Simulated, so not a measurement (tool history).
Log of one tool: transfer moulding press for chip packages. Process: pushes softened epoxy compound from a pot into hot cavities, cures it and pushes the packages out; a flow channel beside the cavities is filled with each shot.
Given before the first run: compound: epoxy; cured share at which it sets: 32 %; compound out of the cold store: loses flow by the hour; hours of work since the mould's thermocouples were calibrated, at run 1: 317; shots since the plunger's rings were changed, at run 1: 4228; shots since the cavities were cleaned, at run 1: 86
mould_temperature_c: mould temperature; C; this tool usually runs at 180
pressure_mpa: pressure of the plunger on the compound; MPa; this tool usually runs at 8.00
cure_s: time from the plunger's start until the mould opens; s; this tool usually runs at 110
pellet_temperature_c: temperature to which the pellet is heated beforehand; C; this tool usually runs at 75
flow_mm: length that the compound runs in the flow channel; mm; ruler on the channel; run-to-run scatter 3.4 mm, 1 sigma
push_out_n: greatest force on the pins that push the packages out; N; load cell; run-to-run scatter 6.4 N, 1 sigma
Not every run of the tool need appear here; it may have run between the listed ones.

run	hour	mould_temperature_c	pressure_mpa	cure_s	pellet_temperature_c	hours of work since the mould's thermocouples were calibrated	shots since the plunger's rings were changed	shots since the cavities were cleaned	incoming compound's hours out of the cold store	flow_mm	push_out_n
1	0.0	180	8.00	110	75	317	4228	86	18.1	830	284
2	10.7	180	8.00	103	75	322	4317	175	20.3	821	378
3	26.3	180	8.00	103	75	329	4448	306	35.1	786	390
4	44.9	180	8.00	103	75	337	4604	462	11.2	848	460
5	61.4	180	8.00	103	75	345	4741	599	40.9	776	444
6	74.3	180	8.00	110	75	351	4850	708	15.4	835	435
7	87.0	180	8.00	110	75	356	4955	813	46.2	763	430
# hour 95.3: cavities cleaned with cleaning compound and waxed
8	103.5	180	8.00	110	75	363	5081	68	16.0	826	296
9	114.3	180	8.00	101	75	368	5171	158	27.9	796	388
10	130.1	180	8.35	136	75	375	5304	291	24.7	828	269
11	140.9	180	7.85	146	71	380	5394	381	26.8	798	276
12	155.9	173	8.97	137	66	387	5519	506	15.7	906	384
13	170.7	173	8.97	137	66	394	5644	631	30.6	862	427

4 options for the next run, each taken on its own from the tool as it stands now. Forecast them:
A	179.4	180	8.00	99	75	398	5716	703	48.0	?	?
B	179.4	173	8.03	102	71	398	5716	703	25.4	?	?
C	179.4	180	8.00	139	69	398	5716	703	35.6	?	?
D	179.4	173	8.97	118	66	398	5716	703	19.7	?	?

run	flow_mm	push_out_n
A	750	508
B	829	821
C	777	325
D	896	605
Take away the tool's hidden state, keep each run's random variation, and the runs would have read:
run	flow_mm	push_out_n
A	786	298
B	868	484
C	814	195
D	938	357
